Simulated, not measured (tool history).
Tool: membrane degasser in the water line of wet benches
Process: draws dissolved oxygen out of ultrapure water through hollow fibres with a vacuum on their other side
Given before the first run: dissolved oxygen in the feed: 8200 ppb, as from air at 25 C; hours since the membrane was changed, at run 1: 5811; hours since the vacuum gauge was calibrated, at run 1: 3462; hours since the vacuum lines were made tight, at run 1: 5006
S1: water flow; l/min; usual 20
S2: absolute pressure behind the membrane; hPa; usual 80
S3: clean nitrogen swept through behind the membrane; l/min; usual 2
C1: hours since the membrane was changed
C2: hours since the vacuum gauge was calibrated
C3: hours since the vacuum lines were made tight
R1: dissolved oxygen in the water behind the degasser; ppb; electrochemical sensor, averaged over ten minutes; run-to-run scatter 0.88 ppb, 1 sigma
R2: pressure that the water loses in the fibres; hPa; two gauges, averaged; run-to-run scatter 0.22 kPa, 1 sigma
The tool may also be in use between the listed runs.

run	hour	S1	S2	S3	C1	C2	C3	R1	R2
1	0	20	80	2	5811	3462	5006	137.1	547.5
2	115	20	80	2	5926	3577	5121	136.5	549.4
3	228.3	20	80	2	6039	3690	5235	136.8	543.4
4	366.8	20	80	2	6178	3828	5373	135.4	547.1
5	470.2	20	80	2	6281	3932	5477	137.8	550.5
6	592.6	20	80	4.35	6403	4054	5599	74.7	548.2
7	714.5	20	80	4.35	6525	4176	5721	75	547.6
8	816	20	80	4.35	6627	4278	5822	75.4	549.8
9	960.7	13	57.1	2.77	6772	4422	5967	33.4	358
10	1146.9	13	57.1	2.77	6958	4608	6153	33.7	359.2

For run 11, what comes out?
11	1334.2	30	135.7	1.58	7145	4796	6341	?	?

Run 11 gave R1 537.1 ppb, R2 825.8 hPa.
If the tool had no hidden condition, the same run with the same run-to-run variation would have returned R1 510.8 ppb, R2 798.5 hPa.
